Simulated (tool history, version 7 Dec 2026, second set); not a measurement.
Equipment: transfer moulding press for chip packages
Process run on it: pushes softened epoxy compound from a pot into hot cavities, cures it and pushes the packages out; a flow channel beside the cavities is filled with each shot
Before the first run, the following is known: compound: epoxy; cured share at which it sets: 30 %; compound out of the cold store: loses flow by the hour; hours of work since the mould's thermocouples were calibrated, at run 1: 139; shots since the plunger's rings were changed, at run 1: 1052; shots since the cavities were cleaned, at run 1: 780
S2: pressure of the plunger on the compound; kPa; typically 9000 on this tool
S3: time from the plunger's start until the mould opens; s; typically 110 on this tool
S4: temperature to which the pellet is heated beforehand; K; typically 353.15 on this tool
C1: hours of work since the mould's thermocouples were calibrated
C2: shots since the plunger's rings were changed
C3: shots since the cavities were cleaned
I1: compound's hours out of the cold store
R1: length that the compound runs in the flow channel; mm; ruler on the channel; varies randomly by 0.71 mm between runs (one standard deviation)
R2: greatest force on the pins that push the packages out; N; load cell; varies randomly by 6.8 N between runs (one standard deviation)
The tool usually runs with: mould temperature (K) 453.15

Run 1, hour 0.0: usual settings; C1 139; C2 1052; C3 780; I1 42.3. Result: R1 518.0 mm, R2 566 N.
At hour 31.9: cavities cleaned with cleaning compound and waxed.
Run 2, hour 71.0: usual settings but mould temperature (K) 452.15; C1 192; C2 1955; C3 508; I1 27.5. Result: R1 564.4 mm, R2 559 N.
At hour 119.6: cavities cleaned with cleaning compound and waxed.
Run 3, hour 121.4: usual settings; C1 228; C2 2590; C3 23; I1 28.9. Result: R1 552.8 mm, R2 282 N.
At hour 154.9: plunger's sealing rings changed.
Run 4, hour 175.8: usual settings; C1 268; C2 271; C3 698; I1 12.7. Result: R1 621.8 mm, R2 583 N.
At hour 209.7: cavities cleaned with cleaning compound and waxed.
Run 5, hour 220.6: usual settings; C1 300; C2 834; C3 142; I1 11.2. Result: R1 622.3 mm, R2 392 N.
Run 6, hour 282.9: usual settings; C1 347; C2 1643; C3 951; I1 26.6. Result: R1 566.2 mm, R2 584 N.
At hour 299.7: cavities cleaned with cleaning compound and waxed.
Run 7, hour 380.5: usual settings; C1 419; C2 2891; C3 1050; I1 24.9. Result: R1 564.4 mm, R2 571 N.
At hour 388.3: plunger's sealing rings changed.
At hour 389.8: cavities cleaned with cleaning compound and waxed.
Run 8, hour 472.9: usual settings but mould temperature (K) 447.15, S2 10450 kPa, S3 138 s, S4 360.15 K; C1 486; C2 1079; C3 1079; I1 37.3. Result: R1 594.4 mm, R2 552 N.
At hour 480.9: cavities cleaned with cleaning compound and waxed.
At hour 571.1: cavities cleaned with cleaning compound and waxed.
Run 9, hour 574.7: usual settings but mould temperature (K) 447.15, S2 10450 kPa, S3 138 s, S4 360.15 K; C1 560; C2 2364; C3 48; I1 34.5. Result: R1 597.7 mm, R2 309 N.
At hour 594.3: mould's thermocouples calibrated.
At hour 622.5: plunger's sealing rings changed.
At hour 660.9: cavities cleaned with cleaning compound and waxed.
Run 10, hour 672.1: usual settings but S2 9530 kPa, S3 139 s; C1 56; C2 625; C3 146; I1 25.3. Result: R1 592.0 mm, R2 325 N.
At hour 750.4: cavities cleaned with cleaning compound and waxed.
Run 11, hour 753.9: usual settings but S2 9530 kPa, S3 139 s; C1 116; C2 1668; C3 45; I1 24.9. Result: R1 587.2 mm, R2 283 N.
Run 12, hour 820.5: usual settings but S2 9260 kPa; C1 166; C2 2534; C3 911; I1 9.0. Result: R1 631.5 mm, R2 606 N.

5 options for the next run, each taken on its own from the tool as it stands now. Forecast them:
At hour 836.4: cavities cleaned with cleaning compound and waxed.
At hour 857.0: plunger's sealing rings changed.
Run A, hour 880.9: usual settings but S2 7530 kPa, S3 141 s; C1 208; C2 310; C3 545; I1 16.5. Result: R1 ?, R2 ?.
At hour 836.4: cavities cleaned with cleaning compound and waxed.
At hour 857.0: plunger's sealing rings changed.
Run B, hour 880.9: usual settings but mould temperature (K) 455.15, S2 9260 kPa, S3 142 s, S4 356.15 K; C1 208; C2 310; C3 545; I1 17.4. Result: R1 ?, R2 ?.
At hour 836.4: cavities cleaned with cleaning compound and waxed.
At hour 857.0: plunger's sealing rings changed.
Run C, hour 880.9: usual settings but S2 8800 kPa, S3 100 s; C1 208; C2 310; C3 545; I1 9.2. Result: R1 ?, R2 ?.
At hour 836.4: cavities cleaned with cleaning compound and waxed.
At hour 857.0: plunger's sealing rings changed.
Run D, hour 880.9: usual settings but S2 8200 kPa; C1 208; C2 310; C3 545; I1 46.9. Result: R1 ?, R2 ?.
At hour 836.4: cavities cleaned with cleaning compound and waxed.
At hour 857.0: plunger's sealing rings changed.
Run E, hour 880.9: usual settings but S3 123 s, S4 348.15 K; C1 208; C2 310; C3 545; I1 24.7. Result: R1 ?, R2 ?.

run     R1   R2
  A  554.7  460
  B  603.6  484
  C  627.1  635
  D  482.3  520
  E  576.1  481
The same runs, with their run-to-run variation unchanged, on a tool lacking any hidden condition would have given:
run     R1   R2
  A  558.7  226
  B  607.9  243
  C  631.6  321
  D  485.7  260
  E  580.2  238
